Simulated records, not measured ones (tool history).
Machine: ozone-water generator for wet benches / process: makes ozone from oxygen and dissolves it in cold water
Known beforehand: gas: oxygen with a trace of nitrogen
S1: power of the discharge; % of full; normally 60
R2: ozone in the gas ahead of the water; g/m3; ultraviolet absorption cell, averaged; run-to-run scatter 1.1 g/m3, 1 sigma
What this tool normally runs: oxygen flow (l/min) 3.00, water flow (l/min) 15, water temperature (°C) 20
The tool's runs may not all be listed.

Run 1, hour 0.0: usual settings. Result: dissolved ozone (ppm) 12.0, R2 174.6 g/m3.
Run 2, hour 44.9: usual settings but S1 69 % of full. Result: dissolved ozone (ppm) 13.5, R2 194.5 g/m3.
Run 3, hour 122.5: usual settings but S1 69 % of full. Result: dissolved ozone (ppm) 13.3, R2 193.7 g/m3.
Run 4, hour 172.5: usual settings but S1 69 % of full, water flow (l/min) 20. Result: dissolved ozone (ppm) 10.1, R2 192.9 g/m3.
Run 5, hour 222.5: usual settings but S1 69 % of full, oxygen flow (l/min) 5.19, water flow (l/min) 20. Result: dissolved ozone (ppm) 9.6, R2 134.2 g/m3.
Run 6, hour 296.3: usual settings but water flow (l/min) 11. Result: dissolved ozone (ppm) 15.8, R2 170.4 g/m3.
Run 7, hour 335.7: usual settings but water flow (l/min) 11. Result: dissolved ozone (ppm) 15.6, R2 172.0 g/m3.
Run 8, hour 377.0: usual settings but oxygen flow (l/min) 4.71. Result: dissolved ozone (ppm) 11.3, R2 126.9 g/m3.
Run 9, hour 427.8: usual settings but oxygen flow (l/min) 4.71. Result: dissolved ozone (ppm) 11.3, R2 126.9 g/m3.
Run 10, hour 461.6: usual settings but oxygen flow (l/min) 4.71. Result: dissolved ozone (ppm) 11.2, R2 125.6 g/m3.
Run 11, hour 525.9: usual settings but oxygen flow (l/min) 4.71. Result: dissolved ozone (ppm) 11.1, R2 126.6 g/m3.
Run 12, hour 587.0: usual settings. Result: dissolved ozone (ppm) 11.4, R2 169.4 g/m3.
Run 13, hour 624.7: usual settings. Result: dissolved ozone (ppm) 11.7, R2 167.4 g/m3.
Run 14, hour 707.4: usual settings but water temperature (°C) 22. Result: dissolved ozone (ppm) 11.2, R2 169.5 g/m3.
Run 15, hour 747.7: usual settings but S1 71 % of full, oxygen flow (l/min) 1.62, water temperature (°C) 22. Result: dissolved ozone (ppm) 12.8, R2 284.6 g/m3.
At hour 755.7: water thermometer calibrated.
Run 16, hour 791.2: usual settings but oxygen flow (l/min) 1.57. Result: dissolved ozone (ppm) 11.1, R2 254.8 g/m3.
Run 17, hour 836.0: usual settings but S1 53 % of full, oxygen flow (l/min) 3.98, water flow (l/min) 11, water temperature (°C) 26. Result: dissolved ozone (ppm) 11.9, R2 125.4 g/m3.
Run 18, hour 899.7: usual settings but S1 53 % of full, oxygen flow (l/min) 3.98, water flow (l/min) 11, water temperature (°C) 26. Result: dissolved ozone (ppm) 11.6, R2 127.4 g/m3.
Run 19, hour 973.7: usual settings but S1 40 % of full, oxygen flow (l/min) 4.39, water flow (l/min) 11, water temperature (°C) 17. Result: dissolved ozone (ppm) 10.7, R2 95.1 g/m3.
Run 20, hour 1007.1: usual settings but S1 41 % of full, oxygen flow (l/min) 4.39, water flow (l/min) 11, water temperature (°C) 17. Result: dissolved ozone (ppm) 10.9, R2 96.9 g/m3.
Run 21, hour 1065.9: usual settings but S1 41 % of full, oxygen flow (l/min) 4.39, water flow (l/min) 11, water temperature (°C) 17. Result: dissolved ozone (ppm) 10.9, R2 97.3 g/m3.
Run 22, hour 1110.0: usual settings but S1 96 % of full, water temperature (°C) 14. Result: dissolved ozone (ppm) 17.0, R2 234.1 g/m3.
Run 23, hour 1174.2: usual settings but S1 96 % of full, oxygen flow (l/min) 3.73, water flow (l/min) 17, water temperature (°C) 14. Result: dissolved ozone (ppm) 15.0, R2 204.2 g/m3.
At hour 1233.0: water thermometer calibrated, once more.
Run 24, hour 1240.0: usual settings but oxygen flow (l/min) 5.00, water flow (l/min) 19, water temperature (°C) 13. Result: dissolved ozone (ppm) 9.3, R2 117.3 g/m3.
Run 25, hour 1313.6: usual settings but S1 51 % of full, oxygen flow (l/min) 5.00, water flow (l/min) 18, water temperature (°C) 13. Result: dissolved ozone (ppm) 8.7, R2 103.1 g/m3.

Predict each of these 5 candidate next runs independently; none follows another, all start after run 25:
Run A, hour 1390.5: usual settings but S1 51 % of full, oxygen flow (l/min) 2.87, water flow (l/min) 18, water temperature (°C) 21. Result: dissolved ozone (ppm) ?, R2 ?.
Run B, hour 1390.5: usual settings but water flow (l/min) 11, water temperature (°C) 23. Result: dissolved ozone (ppm) ?, R2 ?.
Run C, hour 1390.5: usual settings but S1 51 % of full, oxygen flow (l/min) 2.51, water flow (l/min) 14, water temperature (°C) 14. Result: dissolved ozone (ppm) ?, R2 ?.
Run D, hour 1390.5: usual settings but S1 61 % of full, oxygen flow (l/min) 5.00, water flow (l/min) 18, water temperature (°C) 13. Result: dissolved ozone (ppm) ?, R2 ?.
Run E, hour 1390.5: usual settings but S1 63 % of full, water flow (l/min) 14, water temperature (°C) 19. Result: dissolved ozone (ppm) ?, R2 ?.

run  dissolved ozone (ppm)     R2
  A                    7.8  149.3
  B                   14.1  161.4
  C                   11.3  161.1
  D                    9.7  117.3
  E                   12.3  169.4
With the hidden condition removed and each run's random variation left untouched, the same runs would have given:
run  dissolved ozone (ppm)     R2
  A                    9.6  173.3
  B                   17.7  192.8
  C                   13.8  187.1
  D                   12.4  140.6
  E                   15.6  204.0
